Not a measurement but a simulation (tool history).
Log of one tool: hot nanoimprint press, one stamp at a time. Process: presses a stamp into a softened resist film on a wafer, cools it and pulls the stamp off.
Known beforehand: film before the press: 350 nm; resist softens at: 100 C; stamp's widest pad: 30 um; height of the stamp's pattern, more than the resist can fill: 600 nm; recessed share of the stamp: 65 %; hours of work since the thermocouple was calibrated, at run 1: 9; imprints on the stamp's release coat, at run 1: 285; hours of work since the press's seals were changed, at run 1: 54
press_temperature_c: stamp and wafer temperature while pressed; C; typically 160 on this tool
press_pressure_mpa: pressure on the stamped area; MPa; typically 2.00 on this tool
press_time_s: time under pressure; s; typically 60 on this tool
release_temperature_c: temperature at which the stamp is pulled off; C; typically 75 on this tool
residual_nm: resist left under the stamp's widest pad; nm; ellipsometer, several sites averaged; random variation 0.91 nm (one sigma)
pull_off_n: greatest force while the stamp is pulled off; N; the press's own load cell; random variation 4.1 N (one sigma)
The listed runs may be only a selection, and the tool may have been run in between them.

run	hour	press_temperature_c	press_pressure_mpa	press_time_s	release_temperature_c	hours of work since the thermocouple was calibrated	imprints on the stamp's release coat	hours of work since the press's seals were changed	residual_nm	pull_off_n
1	0.0	160	2.00	60	75	9	285	54	125.4	227
2	7.1	152	2.00	60	75	13	302	59	187.9	226
3	13.4	152	2.00	60	75	17	317	63	187.5	227
4	19.5	152	2.00	60	75	21	332	67	187.5	222
5	31.2	152	2.00	60	75	29	360	74	188.7	237
6	42.3	160	2.00	60	75	36	387	81	128.0	235
7	50.6	160	2.00	60	72	41	407	87	125.7	251
8	57.9	160	2.00	60	72	46	424	91	127.7	252
9	67.2	160	2.00	60	72	52	447	97	125.7	254
10	73.3	160	2.00	60	75	56	461	101	127.9	234
11	83.2	160	2.00	60	75	62	485	108	126.9	235
12	92.8	160	2.00	60	75	68	508	114	126.4	232
13	98.7	160	2.00	60	75	72	522	118	128.5	251
14	108.3	160	2.00	60	75	78	545	124	127.7	245
15	118.9	160	2.00	60	75	85	571	131	129.9	255
16	125.5	152	2.95	60	75	89	587	135	161.2	246
17	132.2	152	2.54	60	75	93	603	139	172.3	254
18	139.4	152	2.62	67	75	98	620	144	162.9	258
19	145.8	152	2.62	67	75	102	635	148	164.1	251
20	151.2	152	2.62	67	75	106	649	151	165.9	260
21	159.3	152	2.62	67	75	111	668	156	164.6	267
22	170.7	171	2.62	46	79	118	695	164	73.0	244
23	182.6	171	2.62	46	79	126	724	171	73.7	242
24	190.8	158	1.69	46	65	131	744	177	170.0	322
25	199.3	160	2.00	60	62	136	764	182	129.1	345
26	206.0	160	2.00	60	62	141	780	186	129.1	340
27	211.1	156	2.44	49	75	144	792	190	155.2	268
# hour 223.0: stamp cleaned and given a new release coat
28	228.5	156	1.36	49	75	151	13	197	197.1	205
29	238.1	160	1.48	90	75	157	36	203	127.8	211
30	244.2	157	1.48	52	78	161	50	207	181.7	194

4 ways to go on from here, each from the tool as it stands after run 30. What would each give?
A	251.5	160	1.75	92	67	166	68	212	?	?
B	251.5	167	1.42	60	75	166	68	212	?	?
C	251.5	152	2.26	117	75	166	68	212	?	?
D	251.5	160	1.79	69	75	166	68	212	?	?

run	residual_nm	pull_off_n
A	117.2	243
B	109.4	205
C	144.2	205
D	130.6	206
Stripped of hidden state, with their random variation kept, the same runs would have yielded:
run	residual_nm	pull_off_n
A	113.7	235
B	106.5	197
C	139.4	197
D	126.8	198

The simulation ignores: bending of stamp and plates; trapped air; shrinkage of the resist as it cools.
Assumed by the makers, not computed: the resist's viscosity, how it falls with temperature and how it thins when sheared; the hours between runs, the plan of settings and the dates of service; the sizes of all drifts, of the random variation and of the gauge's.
